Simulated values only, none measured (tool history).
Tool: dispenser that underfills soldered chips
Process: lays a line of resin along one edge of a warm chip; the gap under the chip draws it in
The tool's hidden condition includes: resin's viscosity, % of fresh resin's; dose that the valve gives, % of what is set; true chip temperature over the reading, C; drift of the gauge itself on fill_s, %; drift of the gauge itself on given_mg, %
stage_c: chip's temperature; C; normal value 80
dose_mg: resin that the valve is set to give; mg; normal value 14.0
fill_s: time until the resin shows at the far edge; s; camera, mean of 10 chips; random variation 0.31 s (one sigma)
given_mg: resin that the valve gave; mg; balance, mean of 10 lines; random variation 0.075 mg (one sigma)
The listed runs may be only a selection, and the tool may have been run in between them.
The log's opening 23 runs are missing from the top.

| run | hour | stage_c | dose_mg | hours of work since the syringe was changed | hours of work since the valve was cleaned | hours of work since the stage was calibrated | fill_s | given_mg |
|---|---|---|---|---|---|---|---|---|
|  | 290.1 | new syringe of resin |
| 24 | 293.7 | 90 | 17.3 | 3 | 67 | 390 | 4.4 | 16.37 |
|  | 301.6 | new syringe of resin |
| 25 | 304.3 | 87 | 17.6 | 2 | 76 | 398 | 5.6 | 16.40 |
| 26 | 311.5 | 79 | 14.2 | 8 | 81 | 404 | 10.0 | 13.10 |
|  | 313.5 | new syringe of resin |
| 27 | 322.6 | 69 | 17.5 | 7 | 90 | 413 | 14.6 | 16.30 |
|  | 325.5 | new syringe of resin |
| 28 | 332.1 | 89 | 17.5 | 5 | 97 | 420 | 5.6 | 16.08 |
|  | 337.6 | new syringe of resin |
| 29 | 341.0 | 92 | 12.7 | 3 | 104 | 427 | 4.4 | 11.63 |
|  | 349.9 | new syringe of resin |
| 30 | 350.7 | 73 | 14.8 | 1 | 112 | 435 | 8.3 | 13.42 |
|  | 357.9 | dispensing valve cleaned and set on the balance |
|  | 362.7 | new syringe of resin |
| 31 | 362.7 | 75 | 17.2 | 0 | 4 | 443 | 7.9 | 17.22 |
|  | 373.9 | new syringe of resin |
| 32 | 377.9 | 78 | 16.5 | 3 | 16 | 455 | 7.4 | 16.30 |
|  | 385.3 | new syringe of resin |
| 33 | 387.9 | 78 | 15.1 | 2 | 23 | 463 | 7.5 | 14.71 |

3 ways to go on from here, each from the tool as it stands after run 33. What would each give?
|  | 397.2 | new syringe of resin |
| A | 399.4 | 70 | 15.1 | 2 | 32 | 472 | ? | ? |
|  | 397.2 | new syringe of resin |
| B | 399.4 | 91 | 14.3 | 2 | 32 | 472 | ? | ? |
|  | 397.2 | new syringe of resin |
| C | 399.4 | 69 | 17.5 | 2 | 32 | 472 | ? | ? |

| run | fill_s | given_mg |
|---|---|---|
| A | 10.7 | 14.66 |
| B | 4.1 | 13.75 |
| C | 11.2 | 17.04 |
Without the tool's unlogged condition, the same runs would have read:
| run | fill_s | given_mg |
|---|---|---|
| A | 10.9 | 15.09 |
| B | 4.1 | 14.16 |
| C | 11.5 | 17.54 |
